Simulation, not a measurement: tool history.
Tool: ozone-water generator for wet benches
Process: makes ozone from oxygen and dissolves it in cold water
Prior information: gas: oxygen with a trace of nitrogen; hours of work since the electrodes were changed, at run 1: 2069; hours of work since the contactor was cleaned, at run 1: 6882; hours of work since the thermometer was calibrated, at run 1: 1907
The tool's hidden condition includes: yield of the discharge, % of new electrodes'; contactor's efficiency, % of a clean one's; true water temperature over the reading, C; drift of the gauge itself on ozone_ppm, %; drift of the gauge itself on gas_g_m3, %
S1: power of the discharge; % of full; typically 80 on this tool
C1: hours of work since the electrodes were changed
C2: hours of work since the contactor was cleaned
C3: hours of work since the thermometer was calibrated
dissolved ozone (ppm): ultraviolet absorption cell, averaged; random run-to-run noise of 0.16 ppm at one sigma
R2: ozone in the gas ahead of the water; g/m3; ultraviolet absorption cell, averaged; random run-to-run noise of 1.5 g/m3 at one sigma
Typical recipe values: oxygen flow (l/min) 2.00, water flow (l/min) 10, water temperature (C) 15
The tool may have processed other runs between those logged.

run 1 day=0.000 | S1=80 oxygen_flow_(l/min)=2.00 water_flow_(l/min)=10 water_temperature_(C)=15 | C1=2069 C2=6882 C3=1907 | dissolved_ozone_(ppm)=17.8 R2=270.3
run 2 day=2.688 | S1=80 oxygen_flow_(l/min)=2.00 water_flow_(l/min)=10 water_temperature_(C)=15 | C1=2123 C2=6936 C3=1961 | dissolved_ozone_(ppm)=17.9 R2=273.8
run 3 day=5.400 | S1=80 oxygen_flow_(l/min)=2.00 water_flow_(l/min)=10 water_temperature_(C)=15 | C1=2177 C2=6990 C3=2015 | dissolved_ozone_(ppm)=17.7 R2=272.2
run 4 day=7.821 | S1=80 oxygen_flow_(l/min)=2.00 water_flow_(l/min)=6 water_temperature_(C)=15 | C1=2225 C2=7038 C3=2063 | dissolved_ozone_(ppm)=28.7 R2=269.6
run 5 day=10.175 | S1=80 oxygen_flow_(l/min)=2.00 water_flow_(l/min)=10 water_temperature_(C)=8 | C1=2271 C2=7085 C3=2110 | dissolved_ozone_(ppm)=18.9 R2=270.8
run 6 day=13.096 | S1=80 oxygen_flow_(l/min)=2.00 water_flow_(l/min)=10 water_temperature_(C)=22 | C1=2329 C2=7143 C3=2167 | dissolved_ozone_(ppm)=16.2 R2=269.5
run 7 day=15.492 | S1=80 oxygen_flow_(l/min)=2.00 water_flow_(l/min)=10 water_temperature_(C)=22 | C1=2377 C2=7190 C3=2215 | dissolved_ozone_(ppm)=16.1 R2=270.5
run 8 day=17.917 | S1=80 oxygen_flow_(l/min)=2.00 water_flow_(l/min)=10 water_temperature_(C)=15 | C1=2425 C2=7238 C3=2263 | dissolved_ozone_(ppm)=17.5 R2=270.9
run 9 day=20.708 | S1=80 oxygen_flow_(l/min)=2.00 water_flow_(l/min)=10 water_temperature_(C)=15 | C1=2481 C2=7294 C3=2319 | dissolved_ozone_(ppm)=17.6 R2=268.1
run 10 day=22.638 | S1=80 oxygen_flow_(l/min)=2.00 water_flow_(l/min)=10 water_temperature_(C)=15 | C1=2519 C2=7332 C3=2357 | dissolved_ozone_(ppm)=17.6 R2=268.5
run 11 day=25.296 | S1=80 oxygen_flow_(l/min)=2.00 water_flow_(l/min)=10 water_temperature_(C)=15 | C1=2572 C2=7385 C3=2410 | dissolved_ozone_(ppm)=17.3 R2=268.8
run 12 day=26.642 | S1=80 oxygen_flow_(l/min)=2.00 water_flow_(l/min)=10 water_temperature_(C)=15 | C1=2599 C2=7412 C3=2437 | dissolved_ozone_(ppm)=17.7 R2=270.5
run 13 day=28.108 | S1=80 oxygen_flow_(l/min)=2.00 water_flow_(l/min)=10 water_temperature_(C)=15 | C1=2628 C2=7441 C3=2466 | dissolved_ozone_(ppm)=17.6 R2=268.2
run 14 day=29.538 | S1=81 oxygen_flow_(l/min)=2.00 water_flow_(l/min)=10 water_temperature_(C)=15 | C1=2656 C2=7469 C3=2494 | dissolved_ozone_(ppm)=17.2 R2=267.2
run 15 day=32.721 | S1=80 oxygen_flow_(l/min)=2.00 water_flow_(l/min)=10 water_temperature_(C)=17 | C1=2719 C2=7533 C3=2557 | dissolved_ozone_(ppm)=17.0 R2=269.8
run 16 day=34.846 | S1=80 oxygen_flow_(l/min)=2.00 water_flow_(l/min)=10 water_temperature_(C)=17 | C1=2762 C2=7575 C3=2600 | dissolved_ozone_(ppm)=17.3 R2=268.0
run 17 day=36.596 | S1=80 oxygen_flow_(l/min)=2.00 water_flow_(l/min)=10 water_temperature_(C)=15 | C1=2796 C2=7610 C3=2634 | dissolved_ozone_(ppm)=17.2 R2=265.9
run 18 day=38.458 | S1=69 oxygen_flow_(l/min)=2.00 water_flow_(l/min)=15 water_temperature_(C)=19 | C1=2833 C2=7647 C3=2672 | dissolved_ozone_(ppm)=9.9 R2=247.2
run 19 day=40.562 | S1=69 oxygen_flow_(l/min)=2.00 water_flow_(l/min)=15 water_temperature_(C)=19 | C1=2875 C2=7688 C3=2713 | dissolved_ozone_(ppm)=9.9 R2=246.8
run 20 day=42.133 | S1=65 oxygen_flow_(l/min)=1.37 water_flow_(l/min)=14 water_temperature_(C)=15 | C1=2906 C2=7720 C3=2745 | dissolved_ozone_(ppm)=10.0 R2=289.2
run 21 day=44.867 | S1=65 oxygen_flow_(l/min)=1.37 water_flow_(l/min)=14 water_temperature_(C)=15 | C1=2961 C2=7774 C3=2799 | dissolved_ozone_(ppm)=9.5 R2=288.8
run 22 day=47.808 | S1=80 oxygen_flow_(l/min)=1.11 water_flow_(l/min)=12 water_temperature_(C)=15 | C1=3019 C2=7832 C3=2857 | dissolved_ozone_(ppm)=12.3 R2=355.9
run 23 day=49.542 | S1=56 oxygen_flow_(l/min)=2.90 water_flow_(l/min)=8 water_temperature_(C)=7 | C1=3054 C2=7867 C3=2892 | dissolved_ozone_(ppm)=20.5 R2=185.4
run 24 day=52.338 | S1=56 oxygen_flow_(l/min)=3.24 water_flow_(l/min)=8 water_temperature_(C)=9 | C1=3109 C2=7922 C3=2947 | dissolved_ozone_(ppm)=20.1 R2=174.0
-- day=52.517 water thermometer calibrated
run 25 day=54.496 | S1=81 oxygen_flow_(l/min)=1.20 water_flow_(l/min)=11 water_temperature_(C)=15 | C1=3152 C2=7965 C3=39 | dissolved_ozone_(ppm)=14.3 R2=344.9
run 26 day=55.904 | S1=81 oxygen_flow_(l/min)=1.20 water_flow_(l/min)=7 water_temperature_(C)=8 | C1=3180 C2=7993 C3=67 | dissolved_ozone_(ppm)=24.5 R2=346.8
run 27 day=57.738 | S1=81 oxygen_flow_(l/min)=1.20 water_flow_(l/min)=7 water_temperature_(C)=8 | C1=3216 C2=8029 C3=104 | dissolved_ozone_(ppm)=24.9 R2=345.4
run 28 day=59.883 | S1=90 oxygen_flow_(l/min)=2.74 water_flow_(l/min)=10 water_temperature_(C)=16 | C1=3259 C2=8072 C3=146 | dissolved_ozone_(ppm)=18.2 R2=240.6
run 29 day=62.304 | S1=90 oxygen_flow_(l/min)=2.74 water_flow_(l/min)=10 water_temperature_(C)=16 | C1=3307 C2=8120 C3=195 | dissolved_ozone_(ppm)=18.6 R2=238.5
run 30 day=65.292 | S1=82 oxygen_flow_(l/min)=2.74 water_flow_(l/min)=10 water_temperature_(C)=21 | C1=3366 C2=8179 C3=254 | dissolved_ozone_(ppm)=16.0 R2=229.3
run 31 day=67.500 | S1=80 oxygen_flow_(l/min)=1.55 water_flow_(l/min)=15 water_temperature_(C)=15 | C1=3410 C2=8223 C3=298 | dissolved_ozone_(ppm)=10.1 R2=298.8
run 32 day=69.392 | S1=80 oxygen_flow_(l/min)=2.00 water_flow_(l/min)=10 water_temperature_(C)=8 | C1=3448 C2=8261 C3=335 | dissolved_ozone_(ppm)=18.1 R2=261.7
-- day=71.621 water thermometer calibrated, once more
run 33 day=71.621 | S1=64 oxygen_flow_(l/min)=2.55 water_flow_(l/min)=10 water_temperature_(C)=8 | C1=3492 C2=8305 C3=0 | dissolved_ozone_(ppm)=17.0 R2=208.2
run 34 day=74.229 | S1=64 oxygen_flow_(l/min)=2.38 water_flow_(l/min)=10 water_temperature_(C)=8 | C1=3543 C2=8357 C3=52 | dissolved_ozone_(ppm)=16.6 R2=216.5

Alternative continuations, all from the tool just after run 34; predict every row:
run A day=75.879 | S1=80 oxygen_flow_(l/min)=1.21 water_flow_(l/min)=15 water_temperature_(C)=8 | C1=3576 C2=8389 C3=85 | dissolved_ozone_(ppm)=? R2=?
run B day=75.879 | S1=80 oxygen_flow_(l/min)=3.56 water_flow_(l/min)=7 water_temperature_(C)=8 | C1=3576 C2=8389 C3=85 | dissolved_ozone_(ppm)=? R2=?
run C day=75.879 | S1=53 oxygen_flow_(l/min)=3.24 water_flow_(l/min)=6 water_temperature_(C)=15 | C1=3576 C2=8389 C3=85 | dissolved_ozone_(ppm)=? R2=?

run=A dissolved_ozone_(ppm)=9.6 R2=336.0
run=B dissolved_ozone_(ppm)=27.0 R2=196.3
run=C dissolved_ozone_(ppm)=21.9 R2=166.3
What these runs would have given with no unlogged condition in the tool:
run=A dissolved_ozone_(ppm)=11.7 R2=360.7
run=B dissolved_ozone_(ppm)=32.1 R2=210.7
run=C dissolved_ozone_(ppm)=25.5 R2=175.9
